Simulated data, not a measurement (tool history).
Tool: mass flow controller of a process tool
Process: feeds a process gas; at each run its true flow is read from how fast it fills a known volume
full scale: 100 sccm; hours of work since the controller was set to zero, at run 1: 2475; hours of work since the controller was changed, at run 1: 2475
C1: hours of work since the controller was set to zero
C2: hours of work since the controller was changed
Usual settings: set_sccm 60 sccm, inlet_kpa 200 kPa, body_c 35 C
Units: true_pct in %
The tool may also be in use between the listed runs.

{"run": 1, "hour": 0.0, "set_sccm": 60, "inlet_kpa": 200, "body_c": 35, "C1": 2475, "C2": 2475, "true_pct": 98.02}
{"run": 2, "hour": 147.2, "set_sccm": 60, "inlet_kpa": 200, "body_c": 35, "C1": 2522, "C2": 2522, "true_pct": 98.23}
{"run": 3, "hour": 343.4, "set_sccm": 60, "inlet_kpa": 200, "body_c": 35, "C1": 2585, "C2": 2585, "true_pct": 98.41}
{"run": 4, "hour": 474.5, "set_sccm": 60, "inlet_kpa": 200, "body_c": 40, "C1": 2627, "C2": 2627, "true_pct": 97.97}
{"run": 5, "hour": 580.4, "set_sccm": 60, "inlet_kpa": 200, "body_c": 32, "C1": 2661, "C2": 2661, "true_pct": 98.71}
{"run": 6, "hour": 745.7, "set_sccm": 60, "inlet_kpa": 200, "body_c": 31, "C1": 2714, "C2": 2714, "true_pct": 98.96}
{"run": 7, "hour": 1000.3, "set_sccm": 60, "inlet_kpa": 200, "body_c": 31, "C1": 2796, "C2": 2796, "true_pct": 99.08}
{"run": 8, "hour": 1154.7, "set_sccm": 60, "inlet_kpa": 151, "body_c": 31, "C1": 2846, "C2": 2846, "true_pct": 99.18}
{"run": 9, "hour": 1376.5, "set_sccm": 60, "inlet_kpa": 151, "body_c": 31, "C1": 2917, "C2": 2917, "true_pct": 99.46}
{"run": 10, "hour": 1530.5, "set_sccm": 60, "inlet_kpa": 151, "body_c": 31, "C1": 2967, "C2": 2967, "true_pct": 99.39}
{"run": 11, "hour": 1740.8, "set_sccm": 60, "inlet_kpa": 151, "body_c": 31, "C1": 3034, "C2": 3034, "true_pct": 99.46}

The next listed run, before its measurement:
{"run": 12, "hour": 1851.4, "set_sccm": 60, "inlet_kpa": 200, "body_c": 35, "C1": 3070, "C2": 3070, "true_pct": "?"}

Run 12 gave true_pct 99.34 %.
Without the tool's hidden state the same run would have given true_pct 98.06 %.
